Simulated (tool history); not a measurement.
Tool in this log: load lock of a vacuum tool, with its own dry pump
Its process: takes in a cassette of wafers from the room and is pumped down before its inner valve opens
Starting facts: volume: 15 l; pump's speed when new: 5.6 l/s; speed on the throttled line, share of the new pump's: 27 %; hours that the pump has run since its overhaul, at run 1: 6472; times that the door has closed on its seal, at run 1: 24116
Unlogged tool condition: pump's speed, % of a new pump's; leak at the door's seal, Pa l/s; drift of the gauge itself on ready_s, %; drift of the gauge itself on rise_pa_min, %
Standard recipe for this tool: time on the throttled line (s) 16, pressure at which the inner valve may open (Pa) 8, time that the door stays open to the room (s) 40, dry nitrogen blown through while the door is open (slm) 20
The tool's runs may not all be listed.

run      day  time on the throttled line (s)  pressure at which the inner valve may open (Pa)  time that the door stays open to the room (s)  dry nitrogen blown through while the door is open (slm)  hours that the pump has run since its overhaul  times that the door has closed on its seal  incoming humidity of the room's air, %  time from the closed door until the inner valve may open (s)  rise of the pressure with all valves shut (Pa/min)
  1    0.000                              16                                                8                                             40                                                       20                                            6472                                       24116                                    44.7                                                          39.1                                               0.281
  2   10.900                              16                                               15                                             40                                                       20                                            6734                                       24890                                    48.4                                                          37.7                                               0.295
  3   31.121                              19                                                8                                             40                                                       20                                            7219                                       26325                                    43.4                                                          41.5                                               0.310
  4   48.679                              19                                                8                                             40                                                       20                                            7641                                       27571                                    46.1                                                          42.1                                               0.328
  5   65.754                              16                                                8                                             40                                                       20                                            8051                                       28783                                    50.6                                                          39.6                                               0.356
  6   91.892                              16                                                8                                            172                                                       20                                            8678                                       30638                                    48.5                                                          40.2                                               0.418
  7  109.167                              19                                                8                                             40                                                       20                                            9092                                       31863                                    42.0                                                          42.2                                               0.394
  8  123.067                              19                                                8                                             40                                                       20                                            9426                                       32850                                    43.4                                                          41.9                                               0.424
  9  137.083                              16                                                8                                             40                                                       20                                            9762                                       33845                                    44.2                                                          40.3                                               0.428
 10  161.150                              16                                                8                                             40                                                       20                                           10340                                       35553                                    45.2                                                          40.5                                               0.463
 11  174.225                              16                                                8                                             40                                                       20                                           10654                                       36481                                    45.1                                                          40.4                                               0.481
 12  192.850                              16                                                8                                             40                                                       20                                           11101                                       37802                                    47.7                                                          40.9                                               0.511
 13  210.538                              16                                               10                                             40                                                       20                                           11525                                       39058                                    45.2                                                          40.3                                               0.510
 14  222.138                              16                                               10                                             40                                                       20                                           11804                                       39881                                    44.3                                                          39.8                                               0.548
 15  235.988                              16                                               10                                             40                                                       20                                           12136                                       40864                                    42.7                                                          40.4                                               0.569
 16  257.812                              16                                               11                                             40                                                       20                                           12660                                       42413                                    48.2                                                          40.6                                               0.601
 17  276.992                              16                                                8                                             40                                                       20                                           13120                                       43774                                    44.9                                                          42.1                                               0.625
     285.450  -- dry pump taken out, an overhauled one fitted
 18  296.408                              16                                                8                                             40                                                       31                                             263                                       45134                                    44.3                                                          37.3                                               0.662
 19  309.971                              16                                               15                                             40                                                       20                                             589                                       46097                                    48.1                                                          35.0                                               0.681
 20  333.688                              16                                               15                                             40                                                       20                                            1158                                       47780                                    43.0                                                          36.0                                               0.711
 21  351.221                               8                                                8                                             40                                                       38                                            1579                                       49024                                    50.7                                                          31.4                                               0.725
     359.417  -- door's seal changed, seat wiped
 22  365.846                              28                                               10                                             40                                                       38                                            1928                                         457                                    47.8                                                          45.8                                               0.048
 23  379.421                              23                                                8                                             40                                                       10                                            2254                                        1420                                    44.7                                                          42.6                                               0.073
 24  401.971                               9                                                8                                             40                                                        4                                            2795                                        3020                                    48.3                                                          33.1                                               0.091
 25  421.458                              16                                               12                                             71                                                       20                                            3263                                        4403                                    44.7                                                          36.8                                               0.085
 26  447.021                              16                                               12                                             71                                                       20                                            3876                                        6217                                    42.2                                                          36.1                                               0.094
 27  468.896                              14                                               12                                             71                                                       20                                            4401                                        7770                                    48.0                                                          35.9                                               0.112
 28  491.588                              11                                               15                                             50                                                       20                                            4946                                        9380                                    44.7                                                          33.0                                               0.110
 29  512.867                              16                                               15                                             40                                                       20                                            5457                                       10891                                    45.7                                                          36.9                                               0.124
 30  531.146                              16                                               15                                             27                                                        7                                            5895                                       12188                                    45.2                                                          37.2                                               0.140
 31  549.892                              16                                               15                                             27                                                        7                                            6345                                       13518                                    45.1                                                          37.3                                               0.147
 32  570.254                              12                                                8                                             40                                                       21                                            6834                                       14963                                    42.9                                                          36.4                                               0.146
 33  587.900                              16                                                7                                             40                                                       39                                            7257                                       16216                                    45.1                                                          39.1                                               0.151
 34  609.758                              31                                               15                                             32                                                       20                                            7782                                       17767                                    46.7                                                          47.9                                               0.174
 35  629.242                              13                                               11                                             46                                                       20                                            8249                                       19150                                    43.3                                                          36.5                                               0.188
 36  649.579                              25                                                9                                            122                                                       27                                            8738                                       20593                                    43.2                                                          45.8                                               0.223

Below, some changes in time from the closed door until the inner valve may open (s) between adjacent runs. For each, the amount present without the hidden state too (settings, incoming material, random variation) and the amount remaining for the hidden state with gauge scatter not shared by both compared results:
Run 17 -> 18: dry nitrogen blown through while the door is open (slm) 20 -> 31, dry pump taken out, an overhauled one fitted. time from the closed door until the inner valve may open (s) -4.8: hidden state -4.7, all else -0.1.
Run 21 -> 22: time on the throttled line (s) 8 -> 28, pressure at which the inner valve may open (Pa) 8 -> 10, door's seal changed, seat wiped. time from the closed door until the inner valve may open (s) +14.4: hidden state +0.0, all else +14.4.
Run 23 -> 24: time on the throttled line (s) 23 -> 9, dry nitrogen blown through while the door is open (slm) 10 -> 4. time from the closed door until the inner valve may open (s) -9.5: hidden state +0.3, all else -9.8.
Run 31 -> 32: time on the throttled line (s) 16 -> 12, pressure at which the inner valve may open (Pa) 15 -> 8, time that the door stays open to the room (s) 27 -> 40, dry nitrogen blown through while the door is open (slm) 7 -> 21. time from the closed door until the inner valve may open (s) -0.9: hidden state +0.5, all else -1.4.
Run 34 -> 35: time on the throttled line (s) 31 -> 13, pressure at which the inner valve may open (Pa) 15 -> 11, time that the door stays open to the room (s) 32 -> 46. time from the closed door until the inner valve may open (s) -11.4: hidden state +0.8, all else -12.2.
